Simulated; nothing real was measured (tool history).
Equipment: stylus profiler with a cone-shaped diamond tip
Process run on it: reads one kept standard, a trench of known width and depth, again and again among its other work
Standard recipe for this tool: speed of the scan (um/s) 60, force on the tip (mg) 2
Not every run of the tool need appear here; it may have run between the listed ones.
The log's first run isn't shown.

run	hour	speed of the scan (um/s)	force on the tip (mg)	scans with this tip	hours of work since the height scale was calibrated	depth of the trench (nm)	width of the trench's floor (um)
2	26.5	60	2	3150	292	201.11	96.67
3	45.3	60	2	3283	304	201.02	96.64
4	79.9	60	2	3528	327	201.13	96.63
5	108.8	60	2	3732	345	201.23	96.62
6	137.6	15	2	3936	364	201.12	96.84
7	164.1	60	1.81	4123	382	201.11	96.55
8	187.4	60	4.86	4288	397	201.93	96.62
9	205.6	60	4.86	4417	409	201.9	96.67
10	238.6	60	5.09	4650	430	202.24	96.58
11	258	60	5.09	4787	443	202.01	96.63
12	289.7	60	5.09	5011	464	202.01	96.6
13	315.9	60	5.09	5197	481	202.1	96.61
14	347.4	60	2	5419	502	200.77	96.53
15	364.7	60	2	5542	513	200.74	96.46
16	395	60	2	5756	533	201.09	96.44
17	417.3	60	2	5914	547	200.97	96.44
18	444	60	2	6102	565	200.78	96.45
19	463.5	60	2	6240	578	200.82	96.46
20	492.4	60	2	6444	596	200.96	96.41
21	528.3	60	2	6698	620	200.76	96.36
22	544.9	60	2	6816	631	200.6	96.4

For run 23, what comes out?
23	566.7	60	2	6970	645	?	?

{"run 23": {"depth of the trench (nm)": 201.02, "width of the trench's floor (um)": 96.37}}
Were there no unlogged condition in the tool, this run, its random variation unchanged, would have produced depth of the trench (nm) 201.46, width of the trench's floor (um) 96.96.
